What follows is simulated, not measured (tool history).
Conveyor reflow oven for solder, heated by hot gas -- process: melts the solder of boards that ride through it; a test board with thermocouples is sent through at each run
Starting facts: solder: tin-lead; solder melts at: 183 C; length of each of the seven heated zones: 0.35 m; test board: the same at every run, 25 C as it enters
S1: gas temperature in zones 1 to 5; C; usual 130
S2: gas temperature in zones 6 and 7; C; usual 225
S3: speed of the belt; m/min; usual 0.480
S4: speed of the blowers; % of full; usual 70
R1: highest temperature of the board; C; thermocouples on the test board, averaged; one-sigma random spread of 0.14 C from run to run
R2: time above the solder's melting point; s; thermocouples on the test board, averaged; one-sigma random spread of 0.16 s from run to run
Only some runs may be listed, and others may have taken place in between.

{"run": 1, "hour": 0.0, "S1": 130, "S2": 225, "S3": 0.48, "S4": 70, "R1": 213.4, "R2": 60.5}
{"run": 2, "hour": 84.4, "S1": 130, "S2": 225, "S3": 0.48, "S4": 70, "R1": 213.5, "R2": 60.7}
{"run": 3, "hour": 168.4, "S1": 130, "S2": 225, "S3": 0.48, "S4": 70, "R1": 213.2, "R2": 60.8}
{"run": 4, "hour": 243.0, "S1": 130, "S2": 232, "S3": 0.48, "S4": 70, "R1": 219.8, "R2": 66.0}
{"run": 5, "hour": 309.6, "S1": 130, "S2": 225, "S3": 0.477, "S4": 70, "R1": 213.3, "R2": 61.2}
{"run": 6, "hour": 359.2, "S1": 130, "S2": 225, "S3": 0.477, "S4": 70, "R1": 213.4, "R2": 61.0}
{"run": 7, "hour": 437.5, "S1": 137, "S2": 225, "S3": 0.477, "S4": 70, "R1": 214.2, "R2": 64.6}
{"run": 8, "hour": 508.1, "S1": 137, "S2": 225, "S3": 0.477, "S4": 70, "R1": 214.2, "R2": 64.7}
{"run": 9, "hour": 610.1, "S1": 137, "S2": 225, "S3": 0.477, "S4": 70, "R1": 214.2, "R2": 64.6}
{"run": 10, "hour": 657.2, "S1": 137, "S2": 225, "S3": 0.477, "S4": 70, "R1": 214.4, "R2": 64.9}
{"run": 11, "hour": 752.0, "S1": 123, "S2": 225, "S3": 0.48, "S4": 70, "R1": 212.2, "R2": 57.4}
{"run": 12, "hour": 819.7, "S1": 130, "S2": 225, "S3": 0.48, "S4": 70, "R1": 213.1, "R2": 60.6}
{"run": 13, "hour": 865.1, "S1": 130, "S2": 225, "S3": 0.48, "S4": 70, "R1": 213.2, "R2": 60.6}
{"run": 14, "hour": 920.9, "S1": 130, "S2": 225, "S3": 0.48, "S4": 70, "R1": 213.2, "R2": 60.5}
{"run": 15, "hour": 991.3, "S1": 130, "S2": 225, "S3": 0.48, "S4": 70, "R1": 213.1, "R2": 60.6}
{"run": 16, "hour": 1056.0, "S1": 124, "S2": 237, "S3": 0.546, "S4": 53, "R1": 214.6, "R2": 50.4}
{"run": 17, "hour": 1125.7, "S1": 124, "S2": 237, "S3": 0.546, "S4": 53, "R1": 214.4, "R2": 50.4}
{"run": 18, "hour": 1204.9, "S1": 124, "S2": 221, "S3": 0.545, "S4": 53, "R1": 201.1, "R2": 35.8}
{"run": 19, "hour": 1279.0, "S1": 124, "S2": 221, "S3": 0.545, "S4": 53, "R1": 200.8, "R2": 36.0}
{"run": 20, "hour": 1371.9, "S1": 115, "S2": 229, "S3": 0.543, "S4": 90, "R1": 214.7, "R2": 50.2}
{"run": 21, "hour": 1463.7, "S1": 118, "S2": 222, "S3": 0.48, "S4": 70, "R1": 208.9, "R2": 52.6}
{"run": 22, "hour": 1548.8, "S1": 126, "S2": 225, "S3": 0.494, "S4": 70, "R1": 211.8, "R2": 55.8}
{"run": 23, "hour": 1626.5, "S1": 126, "S2": 236, "S3": 0.494, "S4": 70, "R1": 222.1, "R2": 64.4}
{"run": 24, "hour": 1697.3, "S1": 126, "S2": 236, "S3": 0.494, "S4": 70, "R1": 222.1, "R2": 64.6}

Between the runs listed above, the log contained 9 entries, not reproduced here. Where in the sequence does each belong, and how does what the log doesn't record of the tool's condition differ from the listed run before to the listed run after?
Runs 1 to 2: flux residue cleaned out of gas plates and filters (hour 54.2)
  heat that the gas passes to the board, % of a clean oven's: 99.6 -> 99.9; belt's true speed, % of the reading: 99.86 -> 99.85; true gas temperature in zones 6 and 7 over the reading, C: -0.03 -> -0.04
Runs 3 to 4: thermocouples of zones 6 and 7 changed (hour 206.9); belt drive overhauled, speed set with a stopwatch (hour 227.2)
  heat that the gas passes to the board, % of a clean oven's: 99.8 -> 99.7; belt's true speed, % of the reading: 99.84 -> 99.99; true gas temperature in zones 6 and 7 over the reading, C: -0.04 -> -0.01
Runs 5 to 6: flux residue cleaned out of gas plates and filters (hour 337.6)
  heat that the gas passes to the board, % of a clean oven's: 99.7 -> 99.9; belt's true speed, % of the reading: 99.99 -> 99.98
Runs 8 to 9: flux residue cleaned out of gas plates and filters (hour 610.1)
  heat that the gas passes to the board, % of a clean oven's: 99.7 -> 100; belt's true speed, % of the reading: 99.97 -> 99.96; true gas temperature in zones 6 and 7 over the reading, C: -0.03 -> -0.04
Runs 13 to 14: flux residue cleaned out of gas plates and filters (hour 883.5)
  heat that the gas passes to the board, % of a clean oven's: 99.7 -> 100
Runs 14 to 15: thermocouples of zones 6 and 7 changed (hour 986.4)
  heat that the gas passes to the board, % of a clean oven's: 100 -> 99.9; belt's true speed, % of the reading: 99.93 -> 99.92; true gas temperature in zones 6 and 7 over the reading, C: -0.06 -> 0.01
Runs 17 to 18: flux residue cleaned out of gas plates and filters (hour 1159.8)
  heat that the gas passes to the board, % of a clean oven's: 99.7 -> 99.9; true gas temperature in zones 6 and 7 over the reading, C: 0 -> -0.01
Runs 20 to 21: flux residue cleaned out of gas plates and filters (hour 1433.0)
  heat that the gas passes to the board, % of a clean oven's: 99.7 -> 99.9; belt's true speed, % of the reading: 99.88 -> 99.87
